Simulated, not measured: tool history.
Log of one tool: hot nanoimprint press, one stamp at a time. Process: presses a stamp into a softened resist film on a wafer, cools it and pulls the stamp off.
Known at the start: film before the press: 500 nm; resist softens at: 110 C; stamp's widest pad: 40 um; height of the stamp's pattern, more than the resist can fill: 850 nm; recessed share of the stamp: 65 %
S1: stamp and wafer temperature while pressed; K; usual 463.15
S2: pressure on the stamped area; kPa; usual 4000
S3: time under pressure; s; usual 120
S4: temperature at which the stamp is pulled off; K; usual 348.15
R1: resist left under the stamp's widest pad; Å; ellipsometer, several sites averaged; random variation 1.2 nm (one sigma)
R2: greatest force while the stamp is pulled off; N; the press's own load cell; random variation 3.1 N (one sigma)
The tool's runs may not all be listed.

| run | hour | S1 | S2 | S3 | S4 | R1 | R2 |
|---|---|---|---|---|---|---|---|
| 1 | 0.0 | 463.15 | 4000 | 120 | 348.15 | 1877 | 212 |
| 2 | 10.7 | 463.15 | 4000 | 120 | 348.15 | 1857 | 204 |
| 3 | 22.2 | 463.15 | 4000 | 120 | 348.15 | 1888 | 219 |
| 4 | 39.5 | 463.15 | 4000 | 120 | 348.15 | 1899 | 220 |
| 5 | 49.7 | 463.15 | 4000 | 120 | 348.15 | 1873 | 213 |
| 6 | 57.7 | 463.15 | 4000 | 120 | 348.15 | 1885 | 216 |
| 7 | 71.0 | 463.15 | 4000 | 120 | 348.15 | 1878 | 213 |
| 8 | 89.2 | 463.15 | 4000 | 120 | 349.15 | 1861 | 213 |
| 9 | 105.2 | 463.15 | 4000 | 120 | 349.15 | 1876 | 211 |
| 10 | 121.1 | 457.15 | 4000 | 120 | 349.15 | 2220 | 220 |
| 11 | 135.1 | 455.15 | 4000 | 120 | 348.15 | 2365 | 229 |
| 12 | 150.9 | 463.15 | 4000 | 120 | 348.15 | 1904 | 234 |
| 13 | 160.6 | 463.15 | 4000 | 120 | 348.15 | 1884 | 230 |
| 14 | 176.6 | 463.15 | 4000 | 120 | 348.15 | 1894 | 229 |
| 15 | 190.9 | 463.15 | 4000 | 120 | 348.15 | 1897 | 232 |
| 16 | 198.8 | 453.15 | 6240 | 71 | 348.15 | 2607 | 235 |
| 17 | 214.9 | 470.15 | 2740 | 78 | 350.15 | 2235 | 231 |
| 18 | 228.3 | 470.15 | 2740 | 191 | 350.15 | 1528 | 229 |
|  | 244.4 | stamp cleaned and given a new release coat |
| 19 | 249.0 | 453.15 | 5110 | 150 | 334.15 | 2095 | 199 |
| 20 | 260.3 | 463.15 | 3070 | 120 | 348.15 | 2145 | 152 |
| 21 | 268.6 | 463.15 | 5360 | 233 | 355.15 | 1240 | 127 |
| 22 | 285.7 | 463.15 | 5360 | 233 | 355.15 | 1237 | 127 |
| 23 | 299.0 | 454.15 | 4000 | 113 | 339.15 | 2548 | 192 |
| 24 | 314.8 | 472.15 | 3240 | 118 | 339.15 | 1656 | 190 |
| 25 | 330.6 | 472.15 | 5180 | 118 | 339.15 | 1339 | 196 |

Hidden state or all else? Some run-to-run changes of R1, split into what the settings, what came in and random variation would give without the hidden state, and what is left for the hidden state (with any gauge scatter that isn't in both results):
The hidden state here: true temperature over the reading, C; pressure that arrives at the usual setting, %; grip of the stamp's worn release coat, % over a new coat's; drift of the gauge itself on residual_nm, %; drift of the gauge itself on pull_off_n, %.
Run 20 -> 21: S2 3070 -> 5360, S3 120 -> 233, S4 348.15 -> 355.15. R1 -905 Å: hidden state -17, all else -888.
Run 22 -> 23: S1 463.15 -> 454.15, S2 5360 -> 4000, S3 233 -> 113, S4 355.15 -> 339.15. R1 +1311 Å: hidden state +39, all else +1272.
Run 23 -> 24: S1 454.15 -> 472.15, S2 4000 -> 3240, S3 113 -> 118. R1 -892 Å: hidden state -34, all else -858.
